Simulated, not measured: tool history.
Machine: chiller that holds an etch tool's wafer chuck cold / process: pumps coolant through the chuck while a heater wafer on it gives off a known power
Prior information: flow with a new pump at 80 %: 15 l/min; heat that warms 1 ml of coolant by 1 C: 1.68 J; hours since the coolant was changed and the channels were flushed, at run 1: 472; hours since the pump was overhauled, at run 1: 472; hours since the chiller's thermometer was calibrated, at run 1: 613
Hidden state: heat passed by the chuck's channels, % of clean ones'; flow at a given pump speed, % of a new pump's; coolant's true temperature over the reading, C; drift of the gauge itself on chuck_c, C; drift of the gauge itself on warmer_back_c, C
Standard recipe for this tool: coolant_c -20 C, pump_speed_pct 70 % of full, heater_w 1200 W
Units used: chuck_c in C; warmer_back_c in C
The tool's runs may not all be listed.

| run | hour | coolant_c | pump_speed_pct | heater_w | hours since the coolant was changed and the channels were flushed | hours since the pump was overhauled | hours since the chiller's thermometer was calibrated | chuck_c | warmer_back_c |
|---|---|---|---|---|---|---|---|---|---|
| 1 | 0 | -20 | 70 | 1200 | 472 | 472 | 613 | -12 | 3.35 |
| 2 | 84.8 | -20 | 83 | 1200 | 557 | 557 | 698 | -13.2 | 2.72 |
| 3 | 185.7 | -20 | 83 | 1200 | 658 | 658 | 799 | -13.3 | 2.68 |
| 4 | 245.6 | -20 | 70 | 1200 | 718 | 718 | 859 | -12 | 3.22 |
| 5 | 340.4 | -20 | 70 | 1200 | 813 | 813 | 953 | -12 | 3.18 |
| 6 | 439.7 | -20 | 70 | 1200 | 912 | 912 | 1053 | -12 | 3.11 |
| 7 | 504.1 | -20 | 70 | 1200 | 976 | 976 | 1117 | -11.8 | 3.01 |
| 8 | 571.9 | -20 | 70 | 1200 | 1044 | 1044 | 1185 | -12.1 | 3.1 |
| 9 | 667 | -17 | 70 | 1200 | 1139 | 1139 | 1280 | -9.1 | 3.07 |
| 10 | 710.2 | -17 | 70 | 1200 | 1183 | 1183 | 1323 | -9 | 3.01 |
| 11 | 769 | -20 | 70 | 1200 | 1241 | 1241 | 1382 | -12 | 3 |
| 12 | 855.1 | -20 | 70 | 1200 | 1327 | 1327 | 1468 | -12 | 2.91 |
|  | 949.3 | gauge calibrated |
| 13 | 957.6 | -20 | 70 | 1200 | 1430 | 1430 | 1571 | -11.9 | 3.38 |
| 14 | 1025.1 | -20 | 70 | 1528 | 1497 | 1497 | 1638 | -9.9 | 4.11 |
| 15 | 1104.8 | -20 | 70 | 1528 | 1577 | 1577 | 1718 | -9.9 | 4.21 |
| 16 | 1204.6 | -20 | 70 | 1528 | 1677 | 1677 | 1818 | -9.9 | 4.16 |
| 17 | 1276.7 | -20 | 70 | 1528 | 1749 | 1749 | 1890 | -9.8 | 4.14 |
| 18 | 1337.4 | -22 | 67 | 1453 | 1810 | 1810 | 1950 | -11.9 | 4.06 |
| 19 | 1391.4 | -22 | 67 | 1453 | 1864 | 1864 | 2004 | -12 | 4 |
| 20 | 1450.9 | -22 | 67 | 1453 | 1923 | 1923 | 2064 | -11.8 | 3.96 |
| 21 | 1531.7 | -30 | 87 | 1460 | 2004 | 2004 | 2145 | -22.1 | 2.9 |
| 22 | 1619.3 | -30 | 87 | 1460 | 2092 | 2092 | 2232 | -22 | 2.9 |
| 23 | 1695.3 | -30 | 72 | 1460 | 2168 | 2168 | 2308 | -20.6 | 3.58 |
| 24 | 1797.1 | -30 | 72 | 1460 | 2270 | 2270 | 2410 | -20.4 | 3.58 |
| 25 | 1840.3 | -30 | 90 | 606 | 2313 | 2313 | 2453 | -26.8 | 0.91 |
| 26 | 1923.5 | -28 | 75 | 1324 | 2396 | 2396 | 2536 | -19.7 | 2.97 |

Expected results for the next run?
| 27 | 1972.9 | -14 | 68 | 1200 | 2445 | 2445 | 2586 | ? | ? |

Run 27 gave chuck_c -5.9 C, warmer_back_c 2.92 C.
Minus the tool's unlogged condition, the same run would have read chuck_c -5.9 C, warmer_back_c 3.36 C.
